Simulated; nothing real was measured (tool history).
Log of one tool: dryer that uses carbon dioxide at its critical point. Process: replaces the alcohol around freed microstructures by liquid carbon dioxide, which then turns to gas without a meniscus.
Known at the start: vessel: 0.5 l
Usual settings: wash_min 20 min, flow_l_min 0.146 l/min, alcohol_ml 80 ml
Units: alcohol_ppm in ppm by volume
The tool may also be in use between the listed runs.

{"run": 1, "hour": 0.0, "wash_min": 20, "flow_l_min": 0.146, "alcohol_ml": 80, "alcohol_ppm": 2530}
{"run": 2, "hour": 7.4, "wash_min": 20, "flow_l_min": 0.146, "alcohol_ml": 80, "alcohol_ppm": 2613}
{"run": 3, "hour": 11.8, "wash_min": 20, "flow_l_min": 0.146, "alcohol_ml": 80, "alcohol_ppm": 2579}
{"run": 4, "hour": 18.2, "wash_min": 20, "flow_l_min": 0.148, "alcohol_ml": 80, "alcohol_ppm": 2390}
{"run": 5, "hour": 23.8, "wash_min": 20, "flow_l_min": 0.146, "alcohol_ml": 41, "alcohol_ppm": 1312}
{"run": 6, "hour": 29.3, "wash_min": 20, "flow_l_min": 0.146, "alcohol_ml": 40, "alcohol_ppm": 1285}
{"run": 7, "hour": 35.0, "wash_min": 20, "flow_l_min": 0.146, "alcohol_ml": 40, "alcohol_ppm": 1315}
{"run": 8, "hour": 43.2, "wash_min": 20, "flow_l_min": 0.146, "alcohol_ml": 40, "alcohol_ppm": 1277}
{"run": 9, "hour": 51.6, "wash_min": 20, "flow_l_min": 0.146, "alcohol_ml": 40, "alcohol_ppm": 1295}
{"run": 10, "hour": 61.0, "wash_min": 20, "flow_l_min": 0.146, "alcohol_ml": 40, "alcohol_ppm": 1299}
{"run": 11, "hour": 65.9, "wash_min": 20, "flow_l_min": 0.126, "alcohol_ml": 40, "alcohol_ppm": 2338}
{"run": 12, "hour": 71.9, "wash_min": 20, "flow_l_min": 0.126, "alcohol_ml": 40, "alcohol_ppm": 2349}
{"run": 13, "hour": 76.5, "wash_min": 20, "flow_l_min": 0.126, "alcohol_ml": 40, "alcohol_ppm": 2384}
{"run": 14, "hour": 80.8, "wash_min": 20, "flow_l_min": 0.126, "alcohol_ml": 40, "alcohol_ppm": 2375}
{"run": 15, "hour": 86.3, "wash_min": 18, "flow_l_min": 0.243, "alcohol_ml": 40, "alcohol_ppm": 160}
{"hour": 94.2, "done": "inlet filter changed"}
{"run": 16, "hour": 95.1, "wash_min": 18, "flow_l_min": 0.243, "alcohol_ml": 40, "alcohol_ppm": 99}
{"run": 17, "hour": 102.0, "wash_min": 20, "flow_l_min": 0.146, "alcohol_ml": 27, "alcohol_ppm": 657}
{"run": 18, "hour": 107.0, "wash_min": 20, "flow_l_min": 0.146, "alcohol_ml": 27, "alcohol_ppm": 649}
{"run": 19, "hour": 112.5, "wash_min": 24, "flow_l_min": 0.146, "alcohol_ml": 24, "alcohol_ppm": 256}
{"run": 20, "hour": 121.2, "wash_min": 24, "flow_l_min": 0.146, "alcohol_ml": 24, "alcohol_ppm": 243}
{"run": 21, "hour": 130.4, "wash_min": 30, "flow_l_min": 0.142, "alcohol_ml": 30, "alcohol_ppm": 118}
{"run": 22, "hour": 136.4, "wash_min": 23, "flow_l_min": 0.122, "alcohol_ml": 63, "alcohol_ppm": 1866}
{"run": 23, "hour": 141.5, "wash_min": 28, "flow_l_min": 0.146, "alcohol_ml": 67, "alcohol_ppm": 287}
{"run": 24, "hour": 149.8, "wash_min": 30, "flow_l_min": 0.146, "alcohol_ml": 45, "alcohol_ppm": 139}
{"run": 25, "hour": 155.9, "wash_min": 30, "flow_l_min": 0.146, "alcohol_ml": 45, "alcohol_ppm": 141}

4 ways to go on from here, each from the tool as it stands after run 25. What would each give?
{"run": "A", "hour": 164.2, "wash_min": 31, "flow_l_min": 0.102, "alcohol_ml": 80, "alcohol_ppm": "?"}
{"run": "B", "hour": 164.2, "wash_min": 16, "flow_l_min": 0.154, "alcohol_ml": 25, "alcohol_ppm": "?"}
{"run": "C", "hour": 164.2, "wash_min": 14, "flow_l_min": 0.146, "alcohol_ml": 45, "alcohol_ppm": "?"}
{"run": "D", "hour": 164.2, "wash_min": 17, "flow_l_min": 0.216, "alcohol_ml": 33, "alcohol_ppm": "?"}

run=A alcohol_ppm=1480
run=B alcohol_ppm=1189
run=C alcohol_ppm=4067
run=D alcohol_ppm=242
Without the tool's hidden state the same runs would have given:
run=A alcohol_ppm=1416
run=B alcohol_ppm=1141
run=C alcohol_ppm=3963
run=D alcohol_ppm=215

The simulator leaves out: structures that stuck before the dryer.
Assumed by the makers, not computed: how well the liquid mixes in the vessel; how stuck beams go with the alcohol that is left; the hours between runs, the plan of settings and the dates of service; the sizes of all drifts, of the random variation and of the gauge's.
